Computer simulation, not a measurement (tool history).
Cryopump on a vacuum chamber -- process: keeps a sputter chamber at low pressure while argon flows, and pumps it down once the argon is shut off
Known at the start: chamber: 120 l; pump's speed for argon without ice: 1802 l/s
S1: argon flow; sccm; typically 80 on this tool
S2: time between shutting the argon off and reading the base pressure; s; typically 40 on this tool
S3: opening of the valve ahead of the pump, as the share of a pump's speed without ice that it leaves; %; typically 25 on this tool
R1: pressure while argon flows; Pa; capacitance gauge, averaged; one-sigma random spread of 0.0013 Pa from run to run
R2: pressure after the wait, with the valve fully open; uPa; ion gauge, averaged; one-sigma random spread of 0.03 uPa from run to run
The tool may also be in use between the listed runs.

run 1 hour=0 | S1=80 S2=40 S3=25 | R1=0.3121 R2=1.8
run 2 hour=19.1 | S1=80 S2=40 S3=25 | R1=0.3108 R2=1.83
run 3 hour=44.2 | S1=80 S2=40 S3=25 | R1=0.3118 R2=1.82
run 4 hour=63.9 | S1=80 S2=64 S3=25 | R1=0.3144 R2=1.28
run 5 hour=91.7 | S1=80 S2=40 S3=20 | R1=0.388 R2=1.84
run 6 hour=112.1 | S1=41 S2=40 S3=25 | R1=0.1611 R2=1.81
run 7 hour=130.4 | S1=41 S2=40 S3=25 | R1=0.1607 R2=1.8
run 8 hour=159.9 | S1=41 S2=40 S3=25 | R1=0.1603 R2=1.86
run 9 hour=197.5 | S1=41 S2=40 S3=29 | R1=0.139 R2=1.82
run 10 hour=229.6 | S1=123 S2=118 S3=29 | R1=0.4248 R2=0.96
-- hour=256.5 pump warmed up, emptied and cooled again
run 11 hour=273.3 | S1=52 S2=150 S3=25 | R1=0.1951 R2=0.77
run 12 hour=305.1 | S1=52 S2=91 S3=18 | R1=0.2725 R2=0.96
run 13 hour=333.3 | S1=52 S2=91 S3=18 | R1=0.2728 R2=1.03
run 14 hour=365.7 | S1=52 S2=91 S3=18 | R1=0.2718 R2=1.04

A few steps of R1 between consecutive runs. Split each: what settings, incoming material and random variation would produce without the hidden state, and what is left over for the hidden state, along with gauge scatter present in only one of the two compared results (measured, and without hidden state):
Unlogged tool condition in this case: pump's speed, % of a pump's without ice; cold plate's temperature, K; leak into the chamber, uPa l/s; drift of the gauge itself on working_pa, %; drift of the gauge itself on base_upa, %.
Run 9 -> 10: S1 41 -> 123, S2 40 -> 118. R1 +0.2858 Pa: hidden state +0.0158, all else +0.27.
Run 10 -> 11: S1 123 -> 52, S2 118 -> 150, S3 29 -> 25, pump warmed up, emptied and cooled again. R1 -0.2297 Pa: hidden state -0.0223, all else -0.2074.
